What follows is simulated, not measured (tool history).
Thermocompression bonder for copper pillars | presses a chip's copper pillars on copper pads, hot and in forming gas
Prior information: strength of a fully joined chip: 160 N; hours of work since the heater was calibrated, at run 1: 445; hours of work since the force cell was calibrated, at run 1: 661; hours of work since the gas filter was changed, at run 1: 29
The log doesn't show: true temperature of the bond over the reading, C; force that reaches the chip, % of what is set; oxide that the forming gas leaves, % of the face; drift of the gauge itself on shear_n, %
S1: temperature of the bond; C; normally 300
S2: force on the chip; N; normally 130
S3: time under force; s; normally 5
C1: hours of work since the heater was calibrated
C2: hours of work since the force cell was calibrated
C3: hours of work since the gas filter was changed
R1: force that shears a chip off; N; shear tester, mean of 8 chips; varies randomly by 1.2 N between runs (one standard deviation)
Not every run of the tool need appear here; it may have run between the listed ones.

run 1 hour=0 | S1=300 S2=130 S3=5 | C1=445 C2=661 C3=29 | R1=110.1
run 2 hour=20.3 | S1=300 S2=130 S3=5 | C1=456 C2=672 C3=40 | R1=108.3
run 3 hour=41.9 | S1=300 S2=130 S3=5 | C1=467 C2=683 C3=51 | R1=107.5
-- hour=46.3 heater calibrated with a thermocouple chip
run 4 hour=67.7 | S1=300 S2=130 S3=5 | C1=11 C2=696 C3=64 | R1=109.1
run 5 hour=92.2 | S1=300 S2=130 S3=11 | C1=24 C2=709 C3=77 | R1=126
run 6 hour=113.5 | S1=313 S2=130 S3=5 | C1=36 C2=720 C3=88 | R1=116.4
run 7 hour=130.5 | S1=313 S2=130 S3=5 | C1=45 C2=729 C3=97 | R1=113.8
run 8 hour=152.1 | S1=313 S2=130 S3=5 | C1=56 C2=740 C3=109 | R1=113.6
run 9 hour=187.9 | S1=304 S2=80 S3=4 | C1=75 C2=759 C3=128 | R1=67.2
-- hour=212.8 heater calibrated with a thermocouple chip, once more
run 10 hour=219.8 | S1=304 S2=80 S3=4 | C1=4 C2=775 C3=144 | R1=63
run 11 hour=252.3 | S1=317 S2=174 S3=3 | C1=21 C2=792 C3=161 | R1=114

How the hidden state differs across the entries between the runs, from the last listed run before each to the first after it:
After run 3, before run 4: heater calibrated with a thermocouple chip (hour 46.3)
  true temperature of the bond over the reading, C: 3.9 -> 6.1; force that reaches the chip, % of what is set: 97.6 -> 97.5; oxide that the forming gas leaves, % of the face: 4.11 -> 5
  measured result minus the result with no hidden state, R1: -2.6 -> -1.9 N
After run 9, before run 10: heater calibrated with a thermocouple chip, once more (hour 212.8)
  true temperature of the bond over the reading, C: 6.6 -> -0.8; oxide that the forming gas leaves, % of the face: 9.41 -> 10.47
  measured result minus the result with no hidden state, R1: -3.5 -> -9.3 N
